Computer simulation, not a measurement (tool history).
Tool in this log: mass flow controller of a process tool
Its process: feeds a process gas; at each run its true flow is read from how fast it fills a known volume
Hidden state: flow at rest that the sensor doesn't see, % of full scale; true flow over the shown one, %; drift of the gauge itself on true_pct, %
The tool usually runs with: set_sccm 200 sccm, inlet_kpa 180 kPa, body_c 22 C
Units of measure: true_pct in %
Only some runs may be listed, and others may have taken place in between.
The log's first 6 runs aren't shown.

run      day  set_sccm  inlet_kpa  body_c  hours of work since the controller was set to zero  hours of work since the controller was changed  true_pct
  7   59.929        72        180      22                                                1578                                            1578    101.16
  8   70.771        72        180      28                                                1731                                            1731    100.54
  9   79.512        72        180      28                                                1855                                            1855    100.76
 10   85.612       200        180      22                                                1942                                            1942    100.34
 11   99.896       200        180      22                                                2144                                            2144    100.38
 12  106.304       200        180      22                                                2235                                            2235    100.37
 13  113.629       200        180      22                                                2339                                            2339    100.27
 14  126.171       200        180      22                                                2517                                            2517    100.43
 15  136.546       200        180      22                                                2664                                            2664    100.45
 16  148.504       200        180      22                                                2834                                            2834    100.41
 17  157.608        57        180      22                                                2963                                            2963    103.57
 18  170.304        57        180      22                                                3143                                            3143    103.92
 19  181.000        57        180      22                                                3295                                            3295    103.93
 20  195.458       175        195      21                                                3500                                            3500    100.94
 21  208.825       200        156      38                                                3689                                            3689     98.69
 22  216.938       200        156      29                                                3804                                            3804     99.74
 23  223.375       385        156      24                                                3896                                            3896    100.06
 24  231.125       375        250      23                                                4006                                            4006    100.71
     232.333  -- controller's zero set anew
 25  241.825       137        250      24                                                 135                                            4157    102.14
 26  256.367       137        250      24                                                 341                                            4363    102.17
 27  269.854       123        170      21                                                 532                                            4555    102.46
 28  282.950       123        170      21                                                 718                                            4740    102.41
     293.033  -- controller's zero set anew, once more
 29  297.025       123        170      21                                                  57                                            4940     98.83
 30  308.350       123        170      21                                                 217                                            5100     98.79
 31  322.796       123        169      21                                                 422                                            5305     98.96

Expected results for the next run?
 32  332.183        89        180      24                                                 555                                            5438         ?

Logged for run 32: true_pct 98.73 %.
Take away the tool's hidden state, keep the run-to-run variation as it was, and the same run would have given true_pct 98.82 %.

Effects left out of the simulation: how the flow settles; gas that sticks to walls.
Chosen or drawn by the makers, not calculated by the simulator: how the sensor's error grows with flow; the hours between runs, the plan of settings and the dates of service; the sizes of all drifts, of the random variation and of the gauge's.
